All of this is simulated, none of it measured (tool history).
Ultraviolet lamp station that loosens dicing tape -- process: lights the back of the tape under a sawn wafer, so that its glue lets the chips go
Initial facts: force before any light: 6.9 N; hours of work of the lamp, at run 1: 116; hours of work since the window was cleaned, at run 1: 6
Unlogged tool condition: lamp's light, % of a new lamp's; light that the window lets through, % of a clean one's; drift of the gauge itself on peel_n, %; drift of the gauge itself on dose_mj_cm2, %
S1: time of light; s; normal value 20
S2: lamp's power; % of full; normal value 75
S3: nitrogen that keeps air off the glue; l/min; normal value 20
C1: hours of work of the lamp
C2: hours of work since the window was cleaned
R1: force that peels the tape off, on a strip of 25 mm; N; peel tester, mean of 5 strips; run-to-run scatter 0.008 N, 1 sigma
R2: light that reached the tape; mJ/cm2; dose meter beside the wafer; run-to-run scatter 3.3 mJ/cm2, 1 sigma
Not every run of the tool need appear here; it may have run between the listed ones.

{"run": 1, "hour": 0.0, "S1": 20, "S2": 75, "S3": 20, "C1": 116, "C2": 6, "R1": 0.36, "R2": 473}
{"run": 2, "hour": 9.0, "S1": 20, "S2": 75, "S3": 20, "C1": 120, "C2": 11, "R1": 0.35, "R2": 483}
{"run": 3, "hour": 14.8, "S1": 20, "S2": 75, "S3": 20, "C1": 124, "C2": 14, "R1": 0.363, "R2": 478}
{"run": 4, "hour": 21.5, "S1": 20, "S2": 75, "S3": 20, "C1": 127, "C2": 18, "R1": 0.364, "R2": 477}
{"run": 5, "hour": 29.0, "S1": 20, "S2": 75, "S3": 20, "C1": 131, "C2": 22, "R1": 0.352, "R2": 468}
{"run": 6, "hour": 37.0, "S1": 15, "S2": 75, "S3": 20, "C1": 136, "C2": 26, "R1": 0.63, "R2": 357}
{"run": 7, "hour": 43.5, "S1": 15, "S2": 75, "S3": 20, "C1": 139, "C2": 30, "R1": 0.63, "R2": 353}
{"run": 8, "hour": 52.6, "S1": 15, "S2": 75, "S3": 20, "C1": 144, "C2": 35, "R1": 0.642, "R2": 353}
{"run": 9, "hour": 57.0, "S1": 15, "S2": 75, "S3": 20, "C1": 147, "C2": 37, "R1": 0.637, "R2": 350}
{"run": 10, "hour": 60.8, "S1": 20, "S2": 75, "S3": 20, "C1": 149, "C2": 39, "R1": 0.379, "R2": 466}
{"run": 11, "hour": 68.9, "S1": 20, "S2": 75, "S3": 7, "C1": 153, "C2": 43, "R1": 0.724, "R2": 467}
{"run": 12, "hour": 75.6, "S1": 20, "S2": 75, "S3": 20, "C1": 157, "C2": 47, "R1": 0.375, "R2": 463}
{"run": 13, "hour": 80.5, "S1": 20, "S2": 71, "S3": 20, "C1": 159, "C2": 50, "R1": 0.44, "R2": 437}
{"run": 14, "hour": 85.9, "S1": 20, "S2": 71, "S3": 20, "C1": 162, "C2": 53, "R1": 0.419, "R2": 427}
{"run": 15, "hour": 93.5, "S1": 20, "S2": 75, "S3": 20, "C1": 166, "C2": 57, "R1": 0.371, "R2": 460}
{"run": 16, "hour": 101.3, "S1": 20, "S2": 75, "S3": 20, "C1": 171, "C2": 61, "R1": 0.405, "R2": 456}
{"run": 17, "hour": 106.3, "S1": 20, "S2": 75, "S3": 20, "C1": 173, "C2": 64, "R1": 0.39, "R2": 453}
{"hour": 107.3, "done": "window cleaned of glue's vapour"}
{"run": 18, "hour": 111.8, "S1": 20, "S2": 75, "S3": 12, "C1": 176, "C2": 2, "R1": 0.53, "R2": 452}
{"run": 19, "hour": 116.8, "S1": 20, "S2": 75, "S3": 12, "C1": 179, "C2": 5, "R1": 0.532, "R2": 444}
{"run": 20, "hour": 125.2, "S1": 20, "S2": 75, "S3": 12, "C1": 183, "C2": 10, "R1": 0.549, "R2": 449}
{"run": 21, "hour": 133.0, "S1": 20, "S2": 75, "S3": 20, "C1": 188, "C2": 14, "R1": 0.403, "R2": 447}
{"run": 22, "hour": 139.2, "S1": 20, "S2": 75, "S3": 20, "C1": 191, "C2": 17, "R1": 0.41, "R2": 449}
{"hour": 142.4, "done": "window cleaned of glue's vapour, once more"}
{"run": 23, "hour": 143.9, "S1": 20, "S2": 75, "S3": 20, "C1": 193, "C2": 1, "R1": 0.377, "R2": 458}
{"run": 24, "hour": 152.5, "S1": 26, "S2": 70, "S3": 14, "C1": 198, "C2": 5, "R1": 0.335, "R2": 554}

Run 25 comes next. What will it give?
{"run": 25, "hour": 158.9, "S1": 11, "S2": 71, "S3": 8, "C1": 201, "C2": 9, "R1": "?", "R2": "?"}

{"run 25": {"R1": 1.919, "R2": 238}}
If the tool had no hidden condition, the same run with the same run-to-run variation would have returned R1 1.609 N, R2 273 mJ/cm2.

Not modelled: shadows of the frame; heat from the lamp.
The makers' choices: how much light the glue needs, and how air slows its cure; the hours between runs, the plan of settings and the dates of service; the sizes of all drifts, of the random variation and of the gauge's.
